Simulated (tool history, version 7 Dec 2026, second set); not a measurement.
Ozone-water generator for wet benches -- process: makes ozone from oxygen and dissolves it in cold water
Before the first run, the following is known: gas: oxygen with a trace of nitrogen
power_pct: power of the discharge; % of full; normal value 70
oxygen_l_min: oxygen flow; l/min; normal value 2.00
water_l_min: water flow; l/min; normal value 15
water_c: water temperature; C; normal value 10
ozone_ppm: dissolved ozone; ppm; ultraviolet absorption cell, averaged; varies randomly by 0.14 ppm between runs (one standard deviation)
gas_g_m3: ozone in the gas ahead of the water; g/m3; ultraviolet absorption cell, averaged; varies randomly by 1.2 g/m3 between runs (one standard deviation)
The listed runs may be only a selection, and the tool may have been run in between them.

{"run": 1, "hour": 0.0, "power_pct": 70, "oxygen_l_min": 2.0, "water_l_min": 15, "water_c": 10, "ozone_ppm": 13.4, "gas_g_m3": 198.1}
{"run": 2, "hour": 134.4, "power_pct": 87, "oxygen_l_min": 2.0, "water_l_min": 15, "water_c": 10, "ozone_ppm": 15.3, "gas_g_m3": 224.6}
{"run": 3, "hour": 305.5, "power_pct": 87, "oxygen_l_min": 2.0, "water_l_min": 15, "water_c": 10, "ozone_ppm": 15.3, "gas_g_m3": 222.8}
{"run": 4, "hour": 457.0, "power_pct": 87, "oxygen_l_min": 2.0, "water_l_min": 15, "water_c": 10, "ozone_ppm": 15.2, "gas_g_m3": 223.4}
{"run": 5, "hour": 623.4, "power_pct": 87, "oxygen_l_min": 2.0, "water_l_min": 15, "water_c": 10, "ozone_ppm": 15.3, "gas_g_m3": 226.0}
{"run": 6, "hour": 818.9, "power_pct": 87, "oxygen_l_min": 2.0, "water_l_min": 15, "water_c": 10, "ozone_ppm": 15.2, "gas_g_m3": 222.5}
{"run": 7, "hour": 1008.7, "power_pct": 91, "oxygen_l_min": 2.0, "water_l_min": 15, "water_c": 10, "ozone_ppm": 15.5, "gas_g_m3": 226.0}
{"run": 8, "hour": 1191.2, "power_pct": 91, "oxygen_l_min": 2.0, "water_l_min": 15, "water_c": 10, "ozone_ppm": 15.3, "gas_g_m3": 228.0}
{"run": 9, "hour": 1421.5, "power_pct": 91, "oxygen_l_min": 2.0, "water_l_min": 15, "water_c": 10, "ozone_ppm": 15.2, "gas_g_m3": 227.1}
{"run": 10, "hour": 1549.9, "power_pct": 43, "oxygen_l_min": 2.0, "water_l_min": 15, "water_c": 10, "ozone_ppm": 9.7, "gas_g_m3": 144.6}
{"run": 11, "hour": 1747.2, "power_pct": 43, "oxygen_l_min": 2.0, "water_l_min": 15, "water_c": 10, "ozone_ppm": 9.8, "gas_g_m3": 141.7}
{"run": 12, "hour": 1944.0, "power_pct": 43, "oxygen_l_min": 1.41, "water_l_min": 15, "water_c": 10, "ozone_ppm": 8.8, "gas_g_m3": 169.9}
{"run": 13, "hour": 2042.3, "power_pct": 71, "oxygen_l_min": 2.72, "water_l_min": 14, "water_c": 7, "ozone_ppm": 15.3, "gas_g_m3": 167.3}
{"run": 14, "hour": 2194.9, "power_pct": 71, "oxygen_l_min": 2.72, "water_l_min": 14, "water_c": 7, "ozone_ppm": 15.3, "gas_g_m3": 167.2}
{"run": 15, "hour": 2316.9, "power_pct": 89, "oxygen_l_min": 1.23, "water_l_min": 20, "water_c": 7, "ozone_ppm": 9.8, "gas_g_m3": 281.4}
{"run": 16, "hour": 2453.7, "power_pct": 70, "oxygen_l_min": 2.0, "water_l_min": 15, "water_c": 14, "ozone_ppm": 12.6, "gas_g_m3": 189.8}
{"hour": 2467.0, "done": "water thermometer calibrated"}
{"run": 17, "hour": 2613.8, "power_pct": 70, "oxygen_l_min": 1.06, "water_l_min": 15, "water_c": 13, "ozone_ppm": 10.3, "gas_g_m3": 259.5}
{"run": 18, "hour": 2724.6, "power_pct": 48, "oxygen_l_min": 1.06, "water_l_min": 15, "water_c": 15, "ozone_ppm": 8.2, "gas_g_m3": 210.4}
{"run": 19, "hour": 2836.2, "power_pct": 48, "oxygen_l_min": 1.06, "water_l_min": 15, "water_c": 15, "ozone_ppm": 8.3, "gas_g_m3": 209.6}
{"run": 20, "hour": 2994.7, "power_pct": 61, "oxygen_l_min": 1.14, "water_l_min": 15, "water_c": 16, "ozone_ppm": 9.5, "gas_g_m3": 228.0}
{"hour": 3064.6, "done": "water thermometer calibrated, once more"}
{"run": 21, "hour": 3185.4, "power_pct": 61, "oxygen_l_min": 2.24, "water_l_min": 13, "water_c": 7, "ozone_ppm": 14.1, "gas_g_m3": 163.8}
{"run": 22, "hour": 3343.7, "power_pct": 62, "oxygen_l_min": 2.54, "water_l_min": 10, "water_c": 5, "ozone_ppm": 18.7, "gas_g_m3": 156.6}
{"run": 23, "hour": 3541.4, "power_pct": 69, "oxygen_l_min": 3.08, "water_l_min": 10, "water_c": 5, "ozone_ppm": 20.1, "gas_g_m3": 150.5}

Below are 5 alternative next runs, each starting from the tool's condition after run 23. Predict each:
{"run": "A", "hour": 3720.1, "power_pct": 78, "oxygen_l_min": 3.08, "water_l_min": 10, "water_c": 5, "ozone_ppm": "?", "gas_g_m3": "?"}
{"run": "B", "hour": 3720.1, "power_pct": 70, "oxygen_l_min": 2.0, "water_l_min": 15, "water_c": 7, "ozone_ppm": "?", "gas_g_m3": "?"}
{"run": "C", "hour": 3720.1, "power_pct": 49, "oxygen_l_min": 3.08, "water_l_min": 17, "water_c": 10, "ozone_ppm": "?", "gas_g_m3": "?"}
{"run": "D", "hour": 3720.1, "power_pct": 70, "oxygen_l_min": 2.0, "water_l_min": 15, "water_c": 10, "ozone_ppm": "?", "gas_g_m3": "?"}
{"run": "E", "hour": 3720.1, "power_pct": 91, "oxygen_l_min": 1.86, "water_l_min": 10, "water_c": 11, "ozone_ppm": "?", "gas_g_m3": "?"}

run=A ozone_ppm=21.4 gas_g_m3=159.9
run=B ozone_ppm=12.8 gas_g_m3=189.4
run=C ozone_ppm=10.2 gas_g_m3=122.0
run=D ozone_ppm=12.6 gas_g_m3=189.0
run=E ozone_ppm=20.4 gas_g_m3=228.0
Take away the tool's hidden state, keep each run's random variation, and the runs would have read:
run=A ozone_ppm=26.1 gas_g_m3=186.1
run=B ozone_ppm=15.5 gas_g_m3=218.2
run=C ozone_ppm=12.0 gas_g_m3=136.2
run=D ozone_ppm=15.2 gas_g_m3=217.8
run=E ozone_ppm=25.1 gas_g_m3=269.2

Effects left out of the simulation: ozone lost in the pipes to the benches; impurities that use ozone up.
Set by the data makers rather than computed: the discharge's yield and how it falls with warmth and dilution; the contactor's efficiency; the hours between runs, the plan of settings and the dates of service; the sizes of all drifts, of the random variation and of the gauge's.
